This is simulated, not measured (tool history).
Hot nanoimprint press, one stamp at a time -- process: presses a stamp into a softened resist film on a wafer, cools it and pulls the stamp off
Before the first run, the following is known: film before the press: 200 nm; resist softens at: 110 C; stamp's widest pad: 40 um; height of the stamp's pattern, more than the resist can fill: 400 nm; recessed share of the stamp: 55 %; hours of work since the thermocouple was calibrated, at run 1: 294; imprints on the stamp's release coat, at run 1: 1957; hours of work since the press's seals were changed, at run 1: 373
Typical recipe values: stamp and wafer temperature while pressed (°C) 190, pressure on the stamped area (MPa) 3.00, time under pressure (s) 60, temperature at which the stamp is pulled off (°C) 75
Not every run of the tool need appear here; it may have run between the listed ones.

| run | hour | stamp and wafer temperature while pressed (°C) | pressure on the stamped area (MPa) | time under pressure (s) | temperature at which the stamp is pulled off (°C) | hours of work since the thermocouple was calibrated | imprints on the stamp's release coat | hours of work since the press's seals were changed | resist left under the stamp's widest pad (angstrom) | greatest force while the stamp is pulled off (N) |
|---|---|---|---|---|---|---|---|---|---|---|
| 1 | 0.0 | 190 | 3.00 | 60 | 75 | 294 | 1957 | 373 | 986 | 257 |
| 2 | 31.1 | 181 | 3.00 | 60 | 75 | 317 | 2051 | 396 | 1424 | 267 |
|  | 81.9 | plate thermocouple calibrated |
| 3 | 85.9 | 190 | 3.00 | 60 | 75 | 3 | 2206 | 434 | 1023 | 265 |
|  | 118.9 | stamp cleaned and given a new release coat |
| 4 | 121.8 | 195 | 3.00 | 60 | 75 | 25 | 9 | 455 | 828 | 152 |
| 5 | 169.8 | 195 | 3.00 | 60 | 75 | 59 | 154 | 490 | 830 | 162 |
| 6 | 224.9 | 190 | 3.00 | 60 | 75 | 99 | 319 | 530 | 1066 | 166 |
| 7 | 268.0 | 190 | 3.00 | 60 | 75 | 131 | 449 | 561 | 1061 | 178 |
|  | 302.9 | press's hydraulic seals changed and the load cell set to zero |
| 8 | 308.5 | 190 | 3.00 | 60 | 75 | 154 | 547 | 4 | 1035 | 176 |
|  | 324.3 | plate thermocouple calibrated, once more |
| 9 | 341.7 | 190 | 3.00 | 60 | 75 | 13 | 638 | 26 | 908 | 181 |
| 10 | 369.8 | 190 | 3.00 | 60 | 75 | 33 | 722 | 46 | 916 | 182 |
| 11 | 393.8 | 190 | 3.00 | 60 | 75 | 50 | 794 | 64 | 929 | 192 |
| 12 | 451.6 | 190 | 4.01 | 60 | 75 | 92 | 968 | 106 | 800 | 197 |
| 13 | 503.4 | 190 | 4.01 | 60 | 75 | 130 | 1124 | 143 | 820 | 208 |
| 14 | 531.5 | 190 | 3.06 | 60 | 75 | 150 | 1208 | 164 | 921 | 210 |
| 15 | 559.4 | 190 | 3.00 | 60 | 75 | 171 | 1292 | 184 | 956 | 216 |
| 16 | 600.8 | 190 | 3.00 | 60 | 75 | 201 | 1417 | 214 | 962 | 222 |
| 17 | 631.8 | 190 | 3.34 | 54 | 73 | 223 | 1510 | 237 | 949 | 230 |
| 18 | 667.3 | 190 | 3.34 | 54 | 64 | 249 | 1617 | 262 | 959 | 271 |
| 19 | 696.6 | 190 | 4.36 | 51 | 64 | 270 | 1705 | 284 | 856 | 258 |
| 20 | 733.5 | 190 | 4.36 | 51 | 64 | 297 | 1816 | 310 | 869 | 275 |
| 21 | 784.9 | 190 | 3.68 | 35 | 74 | 334 | 1970 | 348 | 1085 | 261 |
|  | 815.2 | plate thermocouple calibrated |
| 22 | 827.7 | 190 | 3.68 | 35 | 74 | 9 | 2090 | 377 | 1014 | 255 |
| 23 | 880.0 | 196 | 3.68 | 35 | 74 | 47 | 2247 | 415 | 786 | 266 |
|  | 901.5 | stamp cleaned and given a new release coat |
| 24 | 933.0 | 190 | 2.96 | 62 | 71 | 81 | 94 | 449 | 923 | 162 |
| 25 | 981.4 | 195 | 3.00 | 63 | 72 | 116 | 240 | 484 | 734 | 166 |
| 26 | 1016.4 | 193 | 1.91 | 63 | 72 | 142 | 345 | 509 | 983 | 175 |
| 27 | 1056.2 | 193 | 3.24 | 63 | 77 | 171 | 465 | 538 | 782 | 166 |
| 28 | 1092.5 | 181 | 3.73 | 60 | 75 | 197 | 574 | 564 | 1288 | 176 |
|  | 1123.7 | press's hydraulic seals changed and the load cell set to zero |
| 29 | 1135.2 | 181 | 3.73 | 60 | 62 | 222 | 679 | 8 | 1286 | 210 |

Subtracting, for every run, the result it would have given without the tool's unlogged condition from the measured result gives the following. The same run-to-run variation enters both numbers; the gauge's scatter may not:
The hidden state here: true temperature over the reading, C; pressure that arrives at the usual setting, %; grip of the stamp's worn release coat, % over a new coat's; drift of the gauge itself on residual_nm, %; drift of the gauge itself on pull_off_n, %.
| run | resist left under the stamp's widest pad (angstrom) | greatest force while the stamp is pulled off (N) |
|---|---|---|
| 1 | +81 | +106 |
| 2 | +99 | +113 |
| 3 | +126 | +120 |
| 4 | +106 | +5 |
| 5 | +115 | +13 |
| 6 | +151 | +21 |
| 7 | +157 | +29 |
| 8 | +147 | +33 |
| 9 | +10 | +32 |
| 10 | +15 | +36 |
| 11 | +20 | +41 |
| 12 | +27 | +50 |
| 13 | +36 | +58 |
| 14 | +43 | +62 |
| 15 | +48 | +67 |
| 16 | +56 | +74 |
| 17 | +61 | +80 |
| 18 | +68 | +99 |
| 19 | +69 | +97 |
| 20 | +76 | +109 |
| 21 | +93 | +109 |
| 22 | +15 | +107 |
| 23 | +20 | +117 |
| 24 | +29 | +6 |
| 25 | +30 | +13 |
| 26 | +38 | +19 |
| 27 | +44 | +23 |
| 28 | +70 | +30 |
| 29 | +61 | +41 |
